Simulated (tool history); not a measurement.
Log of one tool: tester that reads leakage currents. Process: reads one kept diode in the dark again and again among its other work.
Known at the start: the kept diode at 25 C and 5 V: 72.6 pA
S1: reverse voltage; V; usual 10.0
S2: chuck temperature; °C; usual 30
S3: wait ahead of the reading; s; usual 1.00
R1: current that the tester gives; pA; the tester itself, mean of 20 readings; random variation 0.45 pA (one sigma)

| run | hour | S1 | S2 | S3 | R1 |
|---|---|---|---|---|---|
| 1 | 0.0 | 10.0 | 30 | 1.00 | 149.88 |
| 2 | 29.2 | 10.0 | 30 | 1.00 | 149.68 |
| 3 | 44.6 | 10.0 | 30 | 1.00 | 148.46 |
| 4 | 61.0 | 10.0 | 30 | 1.00 | 149.63 |
| 5 | 75.0 | 10.0 | 30 | 1.00 | 149.75 |
| 6 | 92.8 | 10.0 | 30 | 1.00 | 149.69 |
| 7 | 114.3 | 10.0 | 30 | 1.00 | 149.85 |
| 8 | 141.6 | 10.0 | 30 | 1.00 | 149.25 |
| 9 | 164.2 | 10.0 | 30 | 1.00 | 149.98 |
| 10 | 195.2 | 10.0 | 30 | 1.00 | 148.52 |
| 11 | 222.6 | 10.0 | 30 | 8.32 | 146.99 |

Run 12 comes next. What will it give?
| 12 | 250.6 | 10.3 | 33 | 1.43 | ? |

R1: 190.97 pA
Without the tool's hidden state the same run would have given R1 191.10 pA.

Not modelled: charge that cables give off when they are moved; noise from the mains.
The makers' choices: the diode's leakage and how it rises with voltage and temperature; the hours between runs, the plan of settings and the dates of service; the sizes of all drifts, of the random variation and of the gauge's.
